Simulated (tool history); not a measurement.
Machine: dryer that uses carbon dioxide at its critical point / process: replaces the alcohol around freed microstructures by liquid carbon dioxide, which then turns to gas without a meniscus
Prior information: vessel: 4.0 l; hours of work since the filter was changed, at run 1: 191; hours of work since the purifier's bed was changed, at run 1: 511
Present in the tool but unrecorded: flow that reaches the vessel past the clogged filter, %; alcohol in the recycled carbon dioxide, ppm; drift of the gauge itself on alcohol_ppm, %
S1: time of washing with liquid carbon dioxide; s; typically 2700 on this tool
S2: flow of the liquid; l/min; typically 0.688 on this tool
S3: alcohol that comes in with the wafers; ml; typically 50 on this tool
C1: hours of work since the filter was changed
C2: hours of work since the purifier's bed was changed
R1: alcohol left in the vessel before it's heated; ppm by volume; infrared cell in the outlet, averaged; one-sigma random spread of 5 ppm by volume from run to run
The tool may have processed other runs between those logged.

| run | hour | S1 | S2 | S3 | C1 | C2 | R1 |
|---|---|---|---|---|---|---|---|
| 1 | 0 | 2700 | 0.688 | 50 | 191 | 511 | 117 |
| 2 | 17.6 | 2700 | 0.688 | 36 | 200 | 519 | 106 |
| 3 | 37.6 | 2700 | 0.582 | 50 | 210 | 529 | 157 |
| 4 | 49.9 | 3000 | 0.688 | 50 | 216 | 536 | 105 |
| 5 | 64.2 | 3000 | 0.688 | 50 | 223 | 543 | 104 |
| 6 | 78.2 | 2700 | 0.415 | 50 | 230 | 550 | 400 |
| 7 | 91.2 | 2700 | 0.415 | 50 | 236 | 556 | 383 |
| 8 | 110.7 | 2700 | 0.415 | 50 | 246 | 566 | 377 |
| 9 | 123.7 | 2700 | 0.415 | 50 | 252 | 572 | 392 |
| 10 | 139.6 | 2820 | 0.688 | 50 | 260 | 580 | 113 |
| 11 | 155.3 | 2700 | 0.688 | 109 | 268 | 588 | 169 |
| 12 | 168.6 | 2700 | 0.558 | 50 | 275 | 595 | 189 |
| 13 | 190.7 | 2700 | 0.558 | 50 | 286 | 606 | 191 |
| 14 | 204.2 | 2700 | 0.558 | 50 | 293 | 612 | 202 |
| 15 | 216.4 | 2700 | 0.558 | 50 | 299 | 619 | 198 |
| 16 | 228.8 | 2700 | 0.558 | 50 | 305 | 625 | 192 |
| 17 | 252.4 | 2700 | 0.558 | 50 | 317 | 637 | 202 |
| 18 | 271.1 | 2280 | 0.688 | 50 | 326 | 646 | 194 |
| 19 | 287 | 2280 | 0.688 | 50 | 334 | 654 | 190 |
| 20 | 311.7 | 2700 | 0.688 | 50 | 346 | 666 | 150 |
| 21 | 328.1 | 2700 | 0.688 | 50 | 354 | 674 | 145 |
| 22 | 356.9 | 2700 | 0.688 | 50 | 369 | 689 | 149 |
| 23 | 384.3 | 2760 | 0.688 | 50 | 382 | 702 | 151 |
| 24 | 402.2 | 2700 | 0.688 | 50 | 391 | 711 | 166 |
| 25 | 424.7 | 2700 | 0.688 | 50 | 403 | 722 | 162 |
| 26 | 445 | 2700 | 0.688 | 104 | 413 | 733 | 193 |
| 27 | 461.4 | 2700 | 0.688 | 104 | 421 | 741 | 187 |
| 28 | 489.5 | 2700 | 0.688 | 104 | 435 | 755 | 192 |
| 29 | 504.6 | 2700 | 0.656 | 112 | 442 | 762 | 223 |
| 30 | 522.2 | 2700 | 0.656 | 112 | 451 | 771 | 237 |
| 31 | 550.6 | 1860 | 0.451 | 50 | 465 | 785 | 945 |
| 32 | 564.7 | 1860 | 0.532 | 78 | 472 | 792 | 919 |
| 33 | 582.9 | 2700 | 0.555 | 32 | 481 | 801 | 204 |
| 34 | 602.7 | 3180 | 0.688 | 115 | 491 | 811 | 166 |
| 35 | 626.2 | 3900 | 1.114 | 98 | 503 | 823 | 140 |
| 36 | 646.8 | 3900 | 1.114 | 98 | 513 | 833 | 136 |
| 37 | 672.5 | 2820 | 1.111 | 91 | 526 | 846 | 146 |
| 38 | 690.7 | 2820 | 1.111 | 91 | 535 | 855 | 155 |
| 39 | 706.1 | 2700 | 0.859 | 50 | 543 | 863 | 165 |
| 40 | 724.7 | 3600 | 0.88 | 50 | 552 | 872 | 159 |
| 41 | 743.3 | 3600 | 0.88 | 50 | 561 | 881 | 149 |
|  | 759.8 | inlet filter changed |
| 42 | 769.9 | 3600 | 0.88 | 50 | 5 | 894 | 160 |
| 43 | 791.6 | 3600 | 0.88 | 50 | 16 | 905 | 156 |
| 44 | 818.7 | 4080 | 0.441 | 50 | 29 | 918 | 185 |
| 45 | 839.6 | 2220 | 0.688 | 52 | 40 | 929 | 238 |
| 46 | 859.5 | 2220 | 0.688 | 52 | 50 | 939 | 239 |
| 47 | 883 | 2220 | 0.688 | 52 | 61 | 950 | 245 |

Each row is a separate what-if for the run after 47, all from the same tool condition, not one after another. Results?
| A | 898.2 | 2220 | 0.562 | 52 | 69 | 958 | ? |
| B | 898.2 | 3360 | 0.768 | 52 | 69 | 958 | ? |
| C | 898.2 | 2280 | 0.688 | 52 | 69 | 958 | ? |

| run | R1 |
|---|---|
| A | 355 |
| B | 170 |
| C | 230 |
What these runs would have given with no unlogged condition in the tool:
| run | R1 |
|---|---|
| A | 186 |
| B | 6 |
| C | 63 |
